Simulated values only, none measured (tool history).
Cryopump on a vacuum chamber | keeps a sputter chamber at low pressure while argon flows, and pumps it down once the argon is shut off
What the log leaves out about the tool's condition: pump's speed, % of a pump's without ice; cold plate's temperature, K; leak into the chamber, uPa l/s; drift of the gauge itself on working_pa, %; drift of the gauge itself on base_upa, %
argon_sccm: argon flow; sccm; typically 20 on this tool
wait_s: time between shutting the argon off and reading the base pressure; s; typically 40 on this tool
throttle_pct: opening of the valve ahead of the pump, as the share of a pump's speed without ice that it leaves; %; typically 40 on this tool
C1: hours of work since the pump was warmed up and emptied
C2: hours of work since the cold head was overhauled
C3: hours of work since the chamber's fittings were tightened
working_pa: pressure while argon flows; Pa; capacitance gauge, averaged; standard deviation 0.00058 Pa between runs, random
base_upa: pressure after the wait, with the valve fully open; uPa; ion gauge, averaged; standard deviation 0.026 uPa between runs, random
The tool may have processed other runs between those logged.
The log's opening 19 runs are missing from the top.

{"run": 20, "hour": 361.9, "argon_sccm": 20, "wait_s": 104, "throttle_pct": 33, "C1": 284, "C2": 284, "C3": 633, "working_pa": 0.0951, "base_upa": 0.89}
{"run": 21, "hour": 377.4, "argon_sccm": 20, "wait_s": 221, "throttle_pct": 54, "C1": 295, "C2": 295, "C3": 644, "working_pa": 0.0599, "base_upa": 0.72}
{"run": 22, "hour": 391.7, "argon_sccm": 32, "wait_s": 55, "throttle_pct": 22, "C1": 305, "C2": 305, "C3": 653, "working_pa": 0.2242, "base_upa": 1.18}
{"run": 23, "hour": 411.5, "argon_sccm": 20, "wait_s": 26, "throttle_pct": 38, "C1": 318, "C2": 318, "C3": 667, "working_pa": 0.0828, "base_upa": 1.98}
{"run": 24, "hour": 425.0, "argon_sccm": 20, "wait_s": 160, "throttle_pct": 40, "C1": 328, "C2": 328, "C3": 676, "working_pa": 0.0771, "base_upa": 0.81}
{"run": 25, "hour": 448.5, "argon_sccm": 26, "wait_s": 40, "throttle_pct": 40, "C1": 344, "C2": 344, "C3": 693, "working_pa": 0.1026, "base_upa": 1.52}
{"run": 26, "hour": 465.7, "argon_sccm": 20, "wait_s": 25, "throttle_pct": 40, "C1": 356, "C2": 356, "C3": 705, "working_pa": 0.0774, "base_upa": 2.0}
{"run": 27, "hour": 487.0, "argon_sccm": 29, "wait_s": 60, "throttle_pct": 24, "C1": 371, "C2": 371, "C3": 719, "working_pa": 0.1869, "base_upa": 1.24}
{"run": 28, "hour": 500.2, "argon_sccm": 12, "wait_s": 47, "throttle_pct": 18, "C1": 380, "C2": 380, "C3": 728, "working_pa": 0.1029, "base_upa": 1.37}
{"run": 29, "hour": 522.6, "argon_sccm": 12, "wait_s": 47, "throttle_pct": 18, "C1": 395, "C2": 395, "C3": 744, "working_pa": 0.1038, "base_upa": 1.42}
{"run": 30, "hour": 533.7, "argon_sccm": 20, "wait_s": 268, "throttle_pct": 54, "C1": 403, "C2": 403, "C3": 751, "working_pa": 0.059, "base_upa": 0.76}
{"run": 31, "hour": 558.7, "argon_sccm": 24, "wait_s": 23, "throttle_pct": 41, "C1": 420, "C2": 420, "C3": 769, "working_pa": 0.0943, "base_upa": 2.18}
{"run": 32, "hour": 576.1, "argon_sccm": 39, "wait_s": 111, "throttle_pct": 41, "C1": 432, "C2": 432, "C3": 781, "working_pa": 0.1512, "base_upa": 0.9}
{"run": 33, "hour": 596.4, "argon_sccm": 18, "wait_s": 111, "throttle_pct": 19, "C1": 446, "C2": 446, "C3": 795, "working_pa": 0.1462, "base_upa": 0.97}
{"run": 34, "hour": 608.3, "argon_sccm": 20, "wait_s": 83, "throttle_pct": 24, "C1": 454, "C2": 454, "C3": 803, "working_pa": 0.1299, "base_upa": 1.02}
{"run": 35, "hour": 628.7, "argon_sccm": 20, "wait_s": 83, "throttle_pct": 24, "C1": 468, "C2": 468, "C3": 817, "working_pa": 0.13, "base_upa": 1.09}

Alternative continuations, all from the tool just after run 35; predict every row:
{"run": "A", "hour": 650.8, "argon_sccm": 20, "wait_s": 83, "throttle_pct": 47, "C1": 484, "C2": 484, "C3": 832, "working_pa": "?", "base_upa": "?"}
{"run": "B", "hour": 650.8, "argon_sccm": 15, "wait_s": 40, "throttle_pct": 40, "C1": 484, "C2": 484, "C3": 832, "working_pa": "?", "base_upa": "?"}
{"run": "C", "hour": 650.8, "argon_sccm": 31, "wait_s": 62, "throttle_pct": 40, "C1": 484, "C2": 484, "C3": 832, "working_pa": "?", "base_upa": "?"}
{"run": "D", "hour": 650.8, "argon_sccm": 39, "wait_s": 202, "throttle_pct": 31, "C1": 484, "C2": 484, "C3": 832, "working_pa": "?", "base_upa": "?"}

run=A working_pa=0.0676 base_upa=1.14
run=B working_pa=0.0594 base_upa=1.62
run=C working_pa=0.1234 base_upa=1.23
run=D working_pa=0.1977 base_upa=0.82
Take away the tool's hidden state, keep each run's random variation, and the runs would have read:
run=A working_pa=0.0636 base_upa=0.72
run=B working_pa=0.0564 base_upa=1.20
run=C working_pa=0.1173 base_upa=0.83
run=D working_pa=0.1899 base_upa=0.42

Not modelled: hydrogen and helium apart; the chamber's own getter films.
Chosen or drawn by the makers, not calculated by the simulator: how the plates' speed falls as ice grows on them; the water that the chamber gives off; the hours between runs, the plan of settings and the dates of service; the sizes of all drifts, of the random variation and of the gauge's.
